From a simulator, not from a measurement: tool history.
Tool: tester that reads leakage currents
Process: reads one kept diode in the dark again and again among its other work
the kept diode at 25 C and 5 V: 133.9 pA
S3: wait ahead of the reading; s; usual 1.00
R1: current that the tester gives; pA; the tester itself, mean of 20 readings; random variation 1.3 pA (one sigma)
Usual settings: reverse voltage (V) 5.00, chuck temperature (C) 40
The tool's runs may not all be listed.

run 1 hour=0.0 | reverse_voltage_(V)=5.00 chuck_temperature_(C)=40 S3=1.00 | R1=421.58
run 2 hour=146.7 | reverse_voltage_(V)=5.00 chuck_temperature_(C)=40 S3=0.51 | R1=423.10
run 3 hour=226.3 | reverse_voltage_(V)=5.00 chuck_temperature_(C)=40 S3=1.00 | R1=419.57
run 4 hour=307.5 | reverse_voltage_(V)=5.00 chuck_temperature_(C)=40 S3=0.66 | R1=421.49
run 5 hour=437.9 | reverse_voltage_(V)=5.00 chuck_temperature_(C)=40 S3=1.00 | R1=420.86
run 6 hour=535.9 | reverse_voltage_(V)=5.00 chuck_temperature_(C)=40 S3=4.27 | R1=417.93
run 7 hour=670.9 | reverse_voltage_(V)=5.00 chuck_temperature_(C)=40 S3=4.27 | R1=420.63
run 8 hour=749.7 | reverse_voltage_(V)=5.00 chuck_temperature_(C)=40 S3=1.00 | R1=419.05
run 9 hour=917.4 | reverse_voltage_(V)=5.00 chuck_temperature_(C)=40 S3=1.00 | R1=421.25
run 10 hour=1004.3 | reverse_voltage_(V)=1.31 chuck_temperature_(C)=40 S3=1.00 | R1=269.60
run 11 hour=1093.8 | reverse_voltage_(V)=1.31 chuck_temperature_(C)=40 S3=1.00 | R1=268.47
run 12 hour=1214.7 | reverse_voltage_(V)=1.31 chuck_temperature_(C)=40 S3=1.00 | R1=267.99
run 13 hour=1307.9 | reverse_voltage_(V)=1.31 chuck_temperature_(C)=40 S3=1.00 | R1=267.86
run 14 hour=1466.5 | reverse_voltage_(V)=1.31 chuck_temperature_(C)=40 S3=1.00 | R1=268.17
run 15 hour=1628.9 | reverse_voltage_(V)=6.90 chuck_temperature_(C)=40 S3=5.22 | R1=463.29
run 16 hour=1765.8 | reverse_voltage_(V)=6.90 chuck_temperature_(C)=40 S3=5.22 | R1=462.66
run 17 hour=1935.8 | reverse_voltage_(V)=11.81 chuck_temperature_(C)=40 S3=1.30 | R1=555.37
run 18 hour=2008.0 | reverse_voltage_(V)=2.42 chuck_temperature_(C)=38 S3=0.54 | R1=284.79
run 19 hour=2143.3 | reverse_voltage_(V)=5.33 chuck_temperature_(C)=23 S3=0.54 | R1=119.06
run 20 hour=2248.5 | reverse_voltage_(V)=5.00 chuck_temperature_(C)=28 S3=1.00 | R1=170.14
run 21 hour=2336.4 | reverse_voltage_(V)=5.00 chuck_temperature_(C)=25 S3=0.55 | R1=136.16
run 22 hour=2462.0 | reverse_voltage_(V)=2.86 chuck_temperature_(C)=21 S3=7.04 | R1=80.49
run 23 hour=2571.2 | reverse_voltage_(V)=9.21 chuck_temperature_(C)=35 S3=7.04 | R1=352.56

3 ways to go on from here, each from the tool as it stands after run 23. What would each give?
run A hour=2718.1 | reverse_voltage_(V)=5.00 chuck_temperature_(C)=40 S3=0.63 | R1=?
run B hour=2718.1 | reverse_voltage_(V)=6.73 chuck_temperature_(C)=40 S3=1.00 | R1=?
run C hour=2718.1 | reverse_voltage_(V)=2.22 chuck_temperature_(C)=35 S3=2.57 | R1=?

run=A R1=418.49
run=B R1=458.16
run=C R1=218.89
Without the tool's hidden state the same runs would have given:
run=A R1=421.87
run=B R1=461.58
run=C R1=220.99

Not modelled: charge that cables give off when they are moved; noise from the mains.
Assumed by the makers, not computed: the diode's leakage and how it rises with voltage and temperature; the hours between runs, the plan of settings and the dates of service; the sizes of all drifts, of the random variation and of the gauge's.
